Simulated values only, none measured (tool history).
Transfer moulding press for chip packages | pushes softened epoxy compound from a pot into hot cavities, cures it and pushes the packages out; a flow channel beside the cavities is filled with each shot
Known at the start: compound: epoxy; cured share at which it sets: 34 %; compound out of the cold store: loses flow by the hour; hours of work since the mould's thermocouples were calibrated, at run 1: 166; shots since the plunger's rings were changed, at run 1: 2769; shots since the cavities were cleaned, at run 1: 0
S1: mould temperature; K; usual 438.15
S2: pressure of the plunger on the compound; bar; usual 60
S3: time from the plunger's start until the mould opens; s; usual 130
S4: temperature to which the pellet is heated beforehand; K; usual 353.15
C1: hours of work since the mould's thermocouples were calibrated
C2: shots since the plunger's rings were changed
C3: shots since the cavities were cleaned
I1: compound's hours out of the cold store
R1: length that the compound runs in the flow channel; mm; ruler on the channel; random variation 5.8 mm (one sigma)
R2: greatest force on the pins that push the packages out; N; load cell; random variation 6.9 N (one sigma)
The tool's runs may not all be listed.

run	hour	S1	S2	S3	S4	C1	C2	C3	I1	R1	R2
1	0	438.15	60	130	353.15	166	2769	0	46.6	749	269
2	12.2	438.15	60	130	353.15	173	2868	99	18.8	888	312
3	22.9	438.15	56.8	130	353.15	179	2956	187	10.3	919	347
4	37.4	438.15	56.8	130	353.15	187	3074	305	9.7	905	385
5	48.4	438.15	60	130	353.15	193	3164	395	18.3	881	389
6	61.4	438.15	53.2	130	353.15	201	3271	502	12	856	440
7	74.7	438.15	53.2	130	353.15	208	3379	610	44	707	411
8	88.7	438.15	53.2	130	353.15	216	3494	725	38	728	450
9	104.3	438.15	53.2	130	353.15	225	3621	852	41.4	707	468
10	110.6	442.15	60	130	353.15	229	3673	904	21.7	840	435
11	125.2	438.15	60	130	353.15	237	3792	1023	37.6	776	471
12	134.2	438.15	60	130	357.15	242	3865	1096	23.9	844	504
# hour 139.9: cavities cleaned with cleaning compound and waxed
13	145.6	438.15	60	130	357.15	248	3947	47	19.4	859	289
14	159.6	438.15	60	130	353.15	256	4061	161	37.6	763	301
15	166.3	438.15	60	130	353.15	260	4115	215	19.6	859	366
16	178.5	438.15	74.7	130	353.15	267	4215	315	40.5	834	357
17	185.8	434.15	51	157	347.15	271	4275	375	42.6	700	378
18	195.7	437.15	48.5	121	348.15	276	4356	456	32.4	716	453
19	208.9	438.15	45.3	130	352.15	284	4464	564	39.3	663	411
20	220.8	441.15	60	116	350.15	291	4561	661	10.3	888	448
21	235.1	438.15	60	130	344.15	299	4677	777	30.3	792	442
22	241.8	438.15	61.8	112	358.15	303	4732	832	24.2	842	577
23	256.6	438.15	61.8	112	358.15	311	4854	954	38.1	768	575
24	263.1	445.15	55.4	130	349.15	315	4906	1006	30	741	420
25	270.6	438.15	70.5	124	353.15	319	4968	1068	8.8	974	544
# hour 280.9: cavities cleaned with cleaning compound and waxed
26	286.6	436.15	71	158	345.15	327	5086	46	21.3	912	261
27	302.4	438.15	60	124	353.15	336	5215	175	32.8	775	345
28	315	435.15	60	114	357.15	344	5318	278	22	825	533
29	328.3	440.15	60	114	351.15	351	5427	387	21.3	820	419

3 ways to go on from here, each from the tool as it stands after run 29. What would each give?
A	339.4	438.15	70.5	166	361.15	357	5518	478	37.7	?	?
B	339.4	444.15	63.9	110	353.15	357	5518	478	30.4	?	?
C	339.4	432.15	58.3	114	353.15	357	5518	478	34.2	?	?

run	R1	R2
A	816	355
B	778	388
C	774	739
Without the tool's hidden state the same runs would have given:
run	R1	R2
A	914	230
B	871	259
C	867	515
